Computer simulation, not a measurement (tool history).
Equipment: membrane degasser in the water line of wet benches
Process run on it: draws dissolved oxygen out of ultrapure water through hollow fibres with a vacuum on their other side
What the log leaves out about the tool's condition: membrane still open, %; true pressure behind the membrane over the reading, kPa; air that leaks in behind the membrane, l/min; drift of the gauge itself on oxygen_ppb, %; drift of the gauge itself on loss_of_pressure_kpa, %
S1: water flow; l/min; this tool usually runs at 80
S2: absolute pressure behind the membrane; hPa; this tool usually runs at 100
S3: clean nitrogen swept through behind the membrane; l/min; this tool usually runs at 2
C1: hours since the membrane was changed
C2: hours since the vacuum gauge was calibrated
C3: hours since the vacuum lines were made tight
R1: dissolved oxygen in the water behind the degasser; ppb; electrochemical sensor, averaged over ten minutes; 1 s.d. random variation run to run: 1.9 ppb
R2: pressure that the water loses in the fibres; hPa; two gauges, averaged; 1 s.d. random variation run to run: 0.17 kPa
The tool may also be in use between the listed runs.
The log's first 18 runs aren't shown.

Run 19, hour 590.3: usual settings but S2 68 hPa, S3 4.68 l/min; C1 2065; C2 69; C3 10093. Result: R1 171.4 ppb, R2 364.1 hPa.
Run 20, hour 629.8: usual settings but S1 82 l/min, S2 68 hPa, S3 1.18 l/min; C1 2104; C2 108; C3 10133. Result: R1 469.2 ppb, R2 372.6 hPa.
At hour 648.6: vacuum gauge calibrated, once more.
Run 21, hour 669.5: usual settings but S2 99 hPa, S3 1.51 l/min; C1 2143; C2 21; C3 10172. Result: R1 655.8 ppb, R2 363.1 hPa.
Run 22, hour 710.9: usual settings but S1 124 l/min, S2 146 hPa, S3 2.97 l/min; C1 2185; C2 62; C3 10213. Result: R1 943.1 ppb, R2 563.3 hPa.
Run 23, hour 734: usual settings but S1 54 l/min, S2 117 hPa, S3 2.97 l/min; C1 2208; C2 85; C3 10237. Result: R1 343.2 ppb, R2 247.2 hPa.
Run 24, hour 773.7: usual settings but S1 73 l/min, S2 131 hPa; C1 2248; C2 125; C3 10276. Result: R1 710.2 ppb, R2 332.2 hPa.
Run 25, hour 800.7: usual settings but S1 72 l/min, S2 131 hPa; C1 2275; C2 152; C3 10303. Result: R1 698.1 ppb, R2 328.5 hPa.
Run 26, hour 847.6: usual settings but S1 125 l/min, S2 134 hPa, S3 2.33 l/min; C1 2322; C2 199; C3 10350. Result: R1 1012.8 ppb, R2 575 hPa.
Run 27, hour 880.6: usual settings but S1 49 l/min, S2 134 hPa, S3 2.33 l/min; C1 2355; C2 232; C3 10383. Result: R1 462.7 ppb, R2 223.1 hPa.
Run 28, hour 905: usual settings but S1 76 l/min, S2 67 hPa; C1 2379; C2 256; C3 10407. Result: R1 289.6 ppb, R2 344.9 hPa.
Run 29, hour 935.9: usual settings but S1 50 l/min, S2 67 hPa, S3 5.66 l/min; C1 2410; C2 287; C3 10438. Result: R1 80.2 ppb, R2 228.1 hPa.
Run 30, hour 962.4: usual settings but S1 116 l/min, S2 61 hPa; C1 2436; C2 314; C3 10465. Result: R1 378.8 ppb, R2 528.7 hPa.
Run 31, hour 1000.5: usual settings but S1 128 l/min, S2 242 hPa, S3 0.99 l/min; C1 2474; C2 352; C3 10503. Result: R1 2925.9 ppb, R2 582.8 hPa.

Branching from run 31: 4 alternative next runs. What would each branch give?
Run A, hour 1039: usual settings but S1 113 l/min, S2 247 hPa, S3 3.93 l/min; C1 2513; C2 390; C3 10542. Result: R1 ?, R2 ?.
Run B, hour 1039: usual settings but S1 128 l/min, S2 141 hPa, S3 0.94 l/min; C1 2513; C2 390; C3 10542. Result: R1 ?, R2 ?.
Run C, hour 1039: usual settings but S1 86 l/min, S2 66 hPa; C1 2513; C2 390; C3 10542. Result: R1 ?, R2 ?.
Run D, hour 1039: usual settings but S1 99 l/min, S2 131 hPa, S3 1.28 l/min; C1 2513; C2 390; C3 10542. Result: R1 ?, R2 ?.

run      R1     R2
  A  1216.5  512.8
  B  1824.5  585.2
  C   317.9  394.2
  D  1207.5  454.1
Take away the tool's hidden state, keep each run's random variation, and the runs would have read:
run      R1     R2
  A  1209.2  508.6
  B  1819.7  580.5
  C     311    391
  D  1201.2  450.4

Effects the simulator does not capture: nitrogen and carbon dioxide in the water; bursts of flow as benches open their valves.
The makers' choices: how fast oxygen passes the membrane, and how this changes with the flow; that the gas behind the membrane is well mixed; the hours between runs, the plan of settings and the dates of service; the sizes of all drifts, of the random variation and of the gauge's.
